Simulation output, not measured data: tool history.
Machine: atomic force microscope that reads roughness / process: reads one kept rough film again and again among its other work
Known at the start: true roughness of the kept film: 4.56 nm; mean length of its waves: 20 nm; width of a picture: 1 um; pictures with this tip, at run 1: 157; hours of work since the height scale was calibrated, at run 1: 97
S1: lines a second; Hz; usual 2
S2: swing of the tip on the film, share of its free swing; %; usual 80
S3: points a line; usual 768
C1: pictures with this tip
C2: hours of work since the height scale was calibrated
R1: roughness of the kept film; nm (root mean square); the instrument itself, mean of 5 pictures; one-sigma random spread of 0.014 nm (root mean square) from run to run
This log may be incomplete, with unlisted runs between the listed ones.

run,hour,S1,S2,S3,C1,C2,R1
1,0,2,80,768,157,97,2.66
2,6.2,2,78,768,165,100,2.655
3,14.6,2,78,768,177,104,2.618
4,26.5,3.75,80,768,192,110,2.296
5,38.8,3.75,80,768,209,116,2.254
# hour 44.9: new tip fitted
6,45.4,2,80,768,1,119,3.244
7,56.7,2,80,768,16,125,3.17
8,63.9,2.44,80,768,26,129,3.046
9,71,2.44,80,560,35,132,2.981
10,79.9,2.44,80,560,47,137,2.952
11,85.9,2.44,80,560,55,140,2.903
12,96.8,2.44,80,560,69,145,2.885
13,102.7,2,80,768,77,148,2.942
14,108.5,2,80,768,85,151,2.914
15,117.8,2,80,768,97,156,2.867
16,124.9,2,70,768,107,160,2.99
17,136.9,2,70,768,123,166,2.925
18,143.1,2,65,768,131,169,2.959
19,151.2,2,80,768,142,173,2.717
20,160.4,2,80,768,154,178,2.665
21,166.1,2,64,322,162,180,2.795
22,176.1,2.45,80,474,175,186,2.53
23,187.8,2.45,80,474,190,191,2.498
24,198.3,0.75,85,752,205,197,2.679
25,203.8,0.55,85,705,212,200,2.7
# hour 207.2: new tip fitted
26,213.7,2.83,90,259,8,204,2.664
27,224.5,2.37,80,280,23,210,3.005
28,230.2,1.02,88,846,30,213,3.184
29,238.1,2,84,451,41,217,2.97
30,250.6,2,80,354,57,223,2.936
31,258.3,2,80,354,68,227,2.897
32,263.8,2.44,73,452,75,230,2.938
33,272.2,2.44,73,452,86,234,2.906
34,283.6,2,85,810,101,240,2.731
35,293.4,2,55,263,114,245,2.964
36,303.3,3.23,69,379,128,250,2.738
37,310,3.23,69,379,137,253,2.691
38,322.1,2,70,707,153,259,2.75
39,331,2,70,707,164,264,2.753
40,338.1,1.25,60,501,174,267,2.858

Some steps in R1 between neighbouring runs. How much of each would the tool show without its hidden state too (settings, what came in, random variation), and how much is left for the hidden state, with any gauge scatter that isn't in both results?
The hidden state here: radius of the tip, nm; height scale over the true one, %; drift of the gauge itself on roughness_nm, %.
Run 3 -> 4: S1 2 -> 3.75, S2 78 -> 80. R1 -0.322 nm (root mean square): hidden state +0.038, all else -0.36.
Run 5 -> 6: S1 3.75 -> 2, new tip fitted. R1 +0.99 nm (root mean square): hidden state +0.65, all else +0.34.
Run 23 -> 24: S1 2.45 -> 0.75, S2 80 -> 85, S3 474 -> 752. R1 +0.181 nm (root mean square): hidden state -0.109, all else +0.29.
Run 25 -> 26: S1 0.55 -> 2.83, S2 85 -> 90, S3 705 -> 259, new tip fitted. R1 -0.036 nm (root mean square): hidden state +0.762, all else -0.798.
Run 26 -> 27: S1 2.83 -> 2.37, S2 90 -> 80, S3 259 -> 280. R1 +0.341 nm (root mean square): hidden state -0.065, all else +0.406.
